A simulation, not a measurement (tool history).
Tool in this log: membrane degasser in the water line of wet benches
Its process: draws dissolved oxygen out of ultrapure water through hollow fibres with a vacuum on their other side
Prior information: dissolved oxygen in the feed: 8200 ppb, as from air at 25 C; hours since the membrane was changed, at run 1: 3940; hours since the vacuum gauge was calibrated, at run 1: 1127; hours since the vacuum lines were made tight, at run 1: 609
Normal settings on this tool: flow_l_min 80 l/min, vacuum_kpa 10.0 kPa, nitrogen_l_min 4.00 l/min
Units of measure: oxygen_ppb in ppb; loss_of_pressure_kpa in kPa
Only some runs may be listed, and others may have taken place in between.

run,hour,flow_l_min,vacuum_kpa,nitrogen_l_min,hours since the membrane was changed,hours since the vacuum gauge was calibrated,hours since the vacuum lines were made tight,oxygen_ppb,loss_of_pressure_kpa
1,0.0,80,10.0,4.00,3940,1127,609,444.3,36.90
2,57.9,80,10.0,4.00,3998,1185,667,440.1,36.83
3,137.3,100,10.0,4.00,4078,1265,746,552.4,46.10
4,235.5,100,10.0,4.00,4176,1363,844,555.0,45.98
5,326.2,52,10.0,4.00,4267,1454,935,281.3,23.87
6,420.9,52,10.0,4.00,4361,1548,1030,285.6,24.07
7,519.2,80,12.4,4.00,4460,1647,1128,544.1,37.08
8,586.4,80,10.0,4.00,4527,1714,1195,450.2,36.97
9,683.9,80,10.0,4.00,4624,1811,1293,449.2,36.93
10,763.9,80,10.0,4.00,4704,1891,1373,444.6,36.71
11,832.0,80,10.0,4.00,4772,1959,1441,447.8,36.94
12,917.4,80,10.0,10.55,4858,2045,1526,281.7,37.17
13,972.6,80,7.1,4.00,4913,2100,1581,332.3,36.70
14,1042.1,80,6.4,4.68,4982,2169,1651,279.6,36.89
15,1128.1,80,6.4,4.68,5068,2255,1737,284.7,36.61
16,1195.4,81,8.7,1.99,5136,2323,1804,584.8,37.46
# hour 1200.7: vacuum gauge calibrated
17,1271.0,112,14.8,1.99,5211,70,1879,1281.3,51.93
18,1328.7,80,13.8,3.65,5268,128,1937,638.6,37.01
19,1429.4,80,13.8,3.65,5369,229,2038,639.2,37.16
20,1519.9,80,13.8,6.45,5460,319,2128,452.6,36.91
21,1627.6,80,19.8,7.62,5567,427,2236,543.4,37.01
# hour 1719.9: vacuum gauge calibrated, once more
22,1736.2,110,18.7,2.13,5676,16,2344,1496.9,51.09
23,1834.3,58,18.7,2.13,5774,114,2442,915.9,26.78
24,1932.3,58,18.7,6.50,5872,212,2540,412.7,26.68
25,2014.8,99,18.7,7.37,5954,295,2623,651.6,45.60

Pick out some run-to-run changes in oxygen_ppb. Of each, how much would a tool without hidden state show as well, from the settings, what came in and chance, and how much is left for the hidden state and any gauge scatter not in both results compared?
Hidden state present: membrane still open, %; true pressure behind the membrane over the reading, kPa; air that leaks in behind the membrane, l/min; drift of the gauge itself on oxygen_ppb, %; drift of the gauge itself on loss_of_pressure_kpa, %.
Run 16 -> 17: flow_l_min 81 -> 112, vacuum_kpa 8.7 -> 14.8, vacuum gauge calibrated. oxygen_ppb +696.5 ppb: hidden state +6.2, all else +690.3.
Run 17 -> 18: flow_l_min 112 -> 80, vacuum_kpa 14.8 -> 13.8, nitrogen_l_min 1.99 -> 3.65. oxygen_ppb -642.7 ppb: hidden state -6.3, all else -636.4.
Run 21 -> 22: flow_l_min 80 -> 110, vacuum_kpa 19.8 -> 18.7, nitrogen_l_min 7.62 -> 2.13, vacuum gauge calibrated, once more. oxygen_ppb +953.5 ppb: hidden state -2.5, all else +956.0.
